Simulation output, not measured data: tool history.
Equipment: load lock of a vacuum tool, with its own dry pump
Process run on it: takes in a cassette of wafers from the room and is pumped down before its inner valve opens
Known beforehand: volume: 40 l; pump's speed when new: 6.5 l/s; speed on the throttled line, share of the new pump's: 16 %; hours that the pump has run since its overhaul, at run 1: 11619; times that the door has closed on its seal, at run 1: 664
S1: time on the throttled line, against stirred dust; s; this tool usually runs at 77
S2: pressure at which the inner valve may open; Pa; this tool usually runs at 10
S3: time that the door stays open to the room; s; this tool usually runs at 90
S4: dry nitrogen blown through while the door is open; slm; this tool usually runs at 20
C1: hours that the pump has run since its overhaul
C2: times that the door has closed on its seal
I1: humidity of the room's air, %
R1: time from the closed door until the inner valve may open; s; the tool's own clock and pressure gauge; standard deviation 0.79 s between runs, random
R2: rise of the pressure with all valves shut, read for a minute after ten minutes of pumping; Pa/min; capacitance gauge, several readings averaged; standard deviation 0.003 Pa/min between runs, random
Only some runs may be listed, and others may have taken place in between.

{"run": 1, "hour": 0.0, "S1": 77, "S2": 10, "S3": 90, "S4": 20, "C1": 11619, "C2": 664, "I1": 42.6, "R1": 120.6, "R2": 0.031}
{"hour": 252.2, "done": "dry pump taken out, an overhauled one fitted"}
{"run": 2, "hour": 571.0, "S1": 77, "S2": 10, "S3": 90, "S4": 20, "C1": 319, "C2": 1248, "I1": 41.6, "R1": 120.9, "R2": 0.03}
{"run": 3, "hour": 1007.4, "S1": 77, "S2": 10, "S3": 90, "S4": 20, "C1": 755, "C2": 1698, "I1": 45.7, "R1": 121.2, "R2": 0.033}
{"run": 4, "hour": 1570.0, "S1": 77, "S2": 10, "S3": 90, "S4": 20, "C1": 1318, "C2": 2279, "I1": 45.5, "R1": 120.2, "R2": 0.032}
{"run": 5, "hour": 2109.1, "S1": 77, "S2": 10, "S3": 90, "S4": 20, "C1": 1857, "C2": 2836, "I1": 44.0, "R1": 122.2, "R2": 0.031}
{"run": 6, "hour": 2619.5, "S1": 77, "S2": 10, "S3": 90, "S4": 38, "C1": 2367, "C2": 3363, "I1": 44.1, "R1": 121.0, "R2": 0.02}
{"run": 7, "hour": 3063.8, "S1": 77, "S2": 10, "S3": 90, "S4": 12, "C1": 2812, "C2": 3821, "I1": 48.4, "R1": 121.5, "R2": 0.04}
{"run": 8, "hour": 3422.5, "S1": 77, "S2": 10, "S3": 90, "S4": 12, "C1": 3170, "C2": 4192, "I1": 45.4, "R1": 122.6, "R2": 0.04}
{"run": 9, "hour": 3801.6, "S1": 77, "S2": 10, "S3": 90, "S4": 12, "C1": 3549, "C2": 4583, "I1": 45.0, "R1": 122.3, "R2": 0.034}
{"run": 10, "hour": 4123.1, "S1": 77, "S2": 10, "S3": 90, "S4": 12, "C1": 3871, "C2": 4915, "I1": 45.0, "R1": 121.7, "R2": 0.041}
{"run": 11, "hour": 4583.6, "S1": 77, "S2": 10, "S3": 90, "S4": 12, "C1": 4331, "C2": 5391, "I1": 47.0, "R1": 121.1, "R2": 0.043}
{"run": 12, "hour": 4965.9, "S1": 77, "S2": 10, "S3": 90, "S4": 12, "C1": 4714, "C2": 5785, "I1": 45.0, "R1": 121.8, "R2": 0.04}
{"run": 13, "hour": 5206.0, "S1": 77, "S2": 10, "S3": 90, "S4": 12, "C1": 4954, "C2": 6033, "I1": 44.3, "R1": 121.0, "R2": 0.036}
{"run": 14, "hour": 5791.0, "S1": 77, "S2": 9, "S3": 90, "S4": 20, "C1": 5539, "C2": 6637, "I1": 44.7, "R1": 121.8, "R2": 0.027}
{"run": 15, "hour": 6078.7, "S1": 77, "S2": 8, "S3": 90, "S4": 20, "C1": 5826, "C2": 6934, "I1": 44.8, "R1": 122.2, "R2": 0.028}
{"run": 16, "hour": 6580.3, "S1": 77, "S2": 8, "S3": 90, "S4": 20, "C1": 6328, "C2": 7452, "I1": 43.1, "R1": 123.3, "R2": 0.035}
{"run": 17, "hour": 7077.8, "S1": 77, "S2": 10, "S3": 90, "S4": 20, "C1": 6826, "C2": 7966, "I1": 45.0, "R1": 121.9, "R2": 0.026}
{"run": 18, "hour": 7414.1, "S1": 77, "S2": 10, "S3": 90, "S4": 20, "C1": 7162, "C2": 8313, "I1": 45.8, "R1": 121.5, "R2": 0.031}
{"run": 19, "hour": 7971.0, "S1": 77, "S2": 11, "S3": 76, "S4": 20, "C1": 7719, "C2": 8888, "I1": 41.0, "R1": 122.8, "R2": 0.028}
{"run": 20, "hour": 8253.8, "S1": 77, "S2": 8, "S3": 90, "S4": 11, "C1": 8002, "C2": 9180, "I1": 48.0, "R1": 123.1, "R2": 0.046}
{"run": 21, "hour": 8570.4, "S1": 130, "S2": 8, "S3": 47, "S4": 11, "C1": 8318, "C2": 9507, "I1": 42.9, "R1": 166.5, "R2": 0.027}
{"run": 22, "hour": 8914.4, "S1": 100, "S2": 10, "S3": 195, "S4": 20, "C1": 8662, "C2": 9862, "I1": 47.8, "R1": 141.7, "R2": 0.043}
{"run": 23, "hour": 9163.4, "S1": 100, "S2": 10, "S3": 195, "S4": 20, "C1": 8911, "C2": 10119, "I1": 43.4, "R1": 140.5, "R2": 0.039}
{"run": 24, "hour": 9689.1, "S1": 77, "S2": 9, "S3": 60, "S4": 20, "C1": 9437, "C2": 10662, "I1": 47.4, "R1": 121.6, "R2": 0.03}
{"run": 25, "hour": 10122.7, "S1": 77, "S2": 9, "S3": 60, "S4": 20, "C1": 9870, "C2": 11110, "I1": 42.7, "R1": 122.5, "R2": 0.025}
{"run": 26, "hour": 10368.2, "S1": 77, "S2": 9, "S3": 61, "S4": 20, "C1": 10116, "C2": 11363, "I1": 43.9, "R1": 121.4, "R2": 0.025}
{"run": 27, "hour": 10730.4, "S1": 77, "S2": 9, "S3": 61, "S4": 20, "C1": 10478, "C2": 11737, "I1": 45.8, "R1": 122.8, "R2": 0.029}
{"run": 28, "hour": 11186.1, "S1": 77, "S2": 9, "S3": 61, "S4": 20, "C1": 10934, "C2": 12208, "I1": 47.8, "R1": 122.1, "R2": 0.026}
{"run": 29, "hour": 11666.5, "S1": 53, "S2": 13, "S3": 224, "S4": 20, "C1": 11414, "C2": 12704, "I1": 44.6, "R1": 100.4, "R2": 0.042}
{"run": 30, "hour": 12080.8, "S1": 77, "S2": 8, "S3": 90, "S4": 16, "C1": 11829, "C2": 13132, "I1": 46.1, "R1": 123.4, "R2": 0.037}
{"hour": 12125.0, "done": "dry pump taken out, an overhauled one fitted"}
{"run": 31, "hour": 12592.8, "S1": 56, "S2": 10, "S3": 90, "S4": 20, "C1": 468, "C2": 13654, "I1": 45.2, "R1": 103.0, "R2": 0.028}
{"run": 32, "hour": 12862.8, "S1": 56, "S2": 10, "S3": 90, "S4": 20, "C1": 738, "C2": 13933, "I1": 46.0, "R1": 104.6, "R2": 0.032}
{"run": 33, "hour": 13150.3, "S1": 84, "S2": 8, "S3": 90, "S4": 5, "C1": 1025, "C2": 14230, "I1": 42.8, "R1": 128.3, "R2": 0.052}
{"run": 34, "hour": 13731.7, "S1": 78, "S2": 11, "S3": 134, "S4": 11, "C1": 1607, "C2": 14830, "I1": 48.4, "R1": 122.2, "R2": 0.054}
{"run": 35, "hour": 14154.4, "S1": 78, "S2": 11, "S3": 134, "S4": 11, "C1": 2029, "C2": 15267, "I1": 46.9, "R1": 122.1, "R2": 0.044}
{"run": 36, "hour": 14689.4, "S1": 77, "S2": 10, "S3": 84, "S4": 45, "C1": 2564, "C2": 15819, "I1": 45.9, "R1": 120.6, "R2": 0.019}

What differs in the tool's unlogged condition from the final listed run ahead of each entry between runs to the first listed run following it?
After run 1, before run 2: dry pump taken out, an overhauled one fitted (hour 252.2)
  pump's speed, % of a new pump's: 99.8 -> 100
After run 30, before run 31: dry pump taken out, an overhauled one fitted (hour 12125.0)
  pump's speed, % of a new pump's: 99.8 -> 100
